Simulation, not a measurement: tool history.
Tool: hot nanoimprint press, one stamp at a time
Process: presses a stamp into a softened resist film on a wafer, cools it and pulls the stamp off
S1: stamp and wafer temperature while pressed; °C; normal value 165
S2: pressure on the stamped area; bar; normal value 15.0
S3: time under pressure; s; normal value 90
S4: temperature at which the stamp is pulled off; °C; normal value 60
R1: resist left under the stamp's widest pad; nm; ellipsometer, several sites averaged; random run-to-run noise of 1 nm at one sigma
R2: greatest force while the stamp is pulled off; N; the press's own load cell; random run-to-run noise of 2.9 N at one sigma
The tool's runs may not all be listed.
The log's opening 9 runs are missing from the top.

Run 10, hour 223.8: usual settings but S4 50 °C. Result: R1 152.9 nm, R2 156 N.
Run 11, hour 253.2: usual settings but S4 50 °C. Result: R1 154.5 nm, R2 157 N.
Run 12, hour 270.1: usual settings but S4 50 °C. Result: R1 154.0 nm, R2 150 N.
Run 13, hour 286.3: usual settings but S4 59 °C. Result: R1 152.6 nm, R2 140 N.
Run 14, hour 304.6: usual settings but S4 59 °C. Result: R1 153.7 nm, R2 135 N.
Run 15, hour 332.6: usual settings but S4 59 °C. Result: R1 151.1 nm, R2 142 N.
Run 16, hour 348.8: usual settings but S4 59 °C. Result: R1 151.8 nm, R2 137 N.
At hour 359.0: stamp cleaned and given a new release coat.
Run 17, hour 372.8: usual settings but S1 155 °C, S3 58 s, S4 58 °C. Result: R1 252.8 nm, R2 139 N.
Run 18, hour 400.9: usual settings but S2 18.8 bar, S4 61 °C. Result: R1 134.9 nm, R2 133 N.
Run 19, hour 414.4: usual settings but S3 155 s. Result: R1 127.3 nm, R2 134 N.
Run 20, hour 441.9: usual settings but S1 162 °C, S2 16.7 bar, S3 155 s. Result: R1 132.0 nm, R2 141 N.
Run 21, hour 456.7: usual settings but S2 17.6 bar, S3 149 s, S4 65 °C. Result: R1 117.2 nm, R2 131 N.
Run 22, hour 473.2: usual settings but S2 17.6 bar, S3 123 s, S4 65 °C. Result: R1 124.2 nm, R2 125 N.
At hour 501.1: plate thermocouple calibrated.
Run 23, hour 503.3: usual settings but S2 17.6 bar, S3 123 s, S4 65 °C. Result: R1 125.4 nm, R2 125 N.
Run 24, hour 528.2: usual settings but S2 9.1 bar, S3 77 s, S4 47 °C. Result: R1 211.2 nm, R2 169 N.
Run 25, hour 543.3: usual settings but S2 9.1 bar, S3 77 s, S4 47 °C. Result: R1 210.7 nm, R2 161 N.
Run 26, hour 567.9: usual settings but S1 161 °C, S2 12.7 bar, S3 77 s, S4 61 °C. Result: R1 203.6 nm, R2 137 N.
Run 27, hour 584.6: usual settings but S1 168 °C, S2 20.2 bar, S3 123 s, S4 56 °C. Result: R1 101.7 nm, R2 142 N.
Run 28, hour 606.5: usual settings but S1 168 °C, S2 20.2 bar, S3 123 s, S4 56 °C. Result: R1 101.6 nm, R2 144 N.
Run 29, hour 636.0: usual settings but S1 168 °C, S2 20.2 bar, S3 123 s, S4 56 °C. Result: R1 101.4 nm, R2 145 N.
Run 30, hour 651.7: usual settings but S1 176 °C, S2 12.8 bar, S3 84 s, S4 56 °C. Result: R1 118.6 nm, R2 144 N.
Run 31, hour 665.0: usual settings but S1 176 °C, S2 12.8 bar, S3 84 s, S4 56 °C. Result: R1 117.9 nm, R2 145 N.

Predict each of these 3 candidate next runs independently; none follows another, all start after run 31:
Run A, hour 680.9: usual settings but S1 169 °C, S2 18.1 bar, S3 105 s, S4 56 °C. Result: R1 ?, R2 ?.
Run B, hour 680.9: usual settings but S1 169 °C, S3 63 s, S4 62 °C. Result: R1 ?, R2 ?.
Run C, hour 680.9: usual settings but S1 155 °C, S2 12.8 bar, S3 84 s, S4 56 °C. Result: R1 ?, R2 ?.

run     R1   R2
  A  112.3  151
  B  150.1  134
  C  244.9  146
With no hidden state in the tool, these same runs would have given:
run     R1   R2
  A  112.2  150
  B  150.0  133
  C  244.8  145
